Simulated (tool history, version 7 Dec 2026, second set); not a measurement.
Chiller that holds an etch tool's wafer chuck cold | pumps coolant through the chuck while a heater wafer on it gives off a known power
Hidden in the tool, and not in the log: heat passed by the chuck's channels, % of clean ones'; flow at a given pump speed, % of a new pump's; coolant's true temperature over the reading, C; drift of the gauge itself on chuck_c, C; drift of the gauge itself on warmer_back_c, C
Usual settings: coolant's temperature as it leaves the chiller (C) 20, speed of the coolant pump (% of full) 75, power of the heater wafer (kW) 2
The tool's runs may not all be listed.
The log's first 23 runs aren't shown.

| run | day | coolant's temperature as it leaves the chiller (C) | speed of the coolant pump (% of full) | power of the heater wafer (kW) | hours since the coolant was changed and the channels were flushed | hours since the pump was overhauled | hours since the chiller's thermometer was calibrated | chuck's temperature once it has settled (C) | how much warmer the coolant comes back (C) |
|---|---|---|---|---|---|---|---|---|---|
| 24 | 139.317 | 12 | 75 | 2.513 | 835 | 4116 | 2621 | 36.9 | 11.81 |
| 25 | 143.108 | 12 | 78 | 2 | 926 | 4207 | 2712 | 31.6 | 8.98 |
| 26 | 148.708 | 18 | 96 | 1.932 | 1061 | 4341 | 2846 | 34.3 | 7.01 |
| 27 | 156.067 | 18 | 96 | 1.932 | 1237 | 4518 | 3023 | 34.4 | 7.09 |
|  | 162.467 | chiller's thermometer calibrated |
| 28 | 162.871 | 20 | 82 | 1.258 | 1400 | 4680 | 10 | 31.9 | 5.44 |
| 29 | 166.942 | 20 | 82 | 1.258 | 1497 | 4778 | 107 | 31.8 | 5.45 |
| 30 | 171.388 | 13 | 82 | 1.644 | 1604 | 4885 | 214 | 28.5 | 7.2 |
| 31 | 178.4 | 20 | 94 | 1.879 | 1772 | 5053 | 382 | 36.1 | 7.1 |

4 ways to go on from here, each from the tool as it stands after run 31. What would each give?
| A | 183.462 | 11 | 78 | 2 | 1894 | 5175 | 504 | ? | ? |
| B | 183.462 | 10 | 60 | 1.879 | 1894 | 5175 | 504 | ? | ? |
| C | 183.462 | 12 | 89 | 2 | 1894 | 5175 | 504 | ? | ? |
| D | 183.462 | 24 | 77 | 2.271 | 1894 | 5175 | 504 | ? | ? |

| run | chuck's temperature once it has settled (C) | how much warmer the coolant comes back (C) |
|---|---|---|
| A | 31.1 | 9.18 |
| B | 33.2 | 11.43 |
| C | 30.2 | 8.05 |
| D | 47.1 | 10.66 |
Without the tool's hidden state the same runs would have given:
| run | chuck's temperature once it has settled (C) | how much warmer the coolant comes back (C) |
|---|---|---|
| A | 28.1 | 8.15 |
| B | 29.7 | 10.14 |
| C | 27.4 | 7.15 |
| D | 43.6 | 9.46 |

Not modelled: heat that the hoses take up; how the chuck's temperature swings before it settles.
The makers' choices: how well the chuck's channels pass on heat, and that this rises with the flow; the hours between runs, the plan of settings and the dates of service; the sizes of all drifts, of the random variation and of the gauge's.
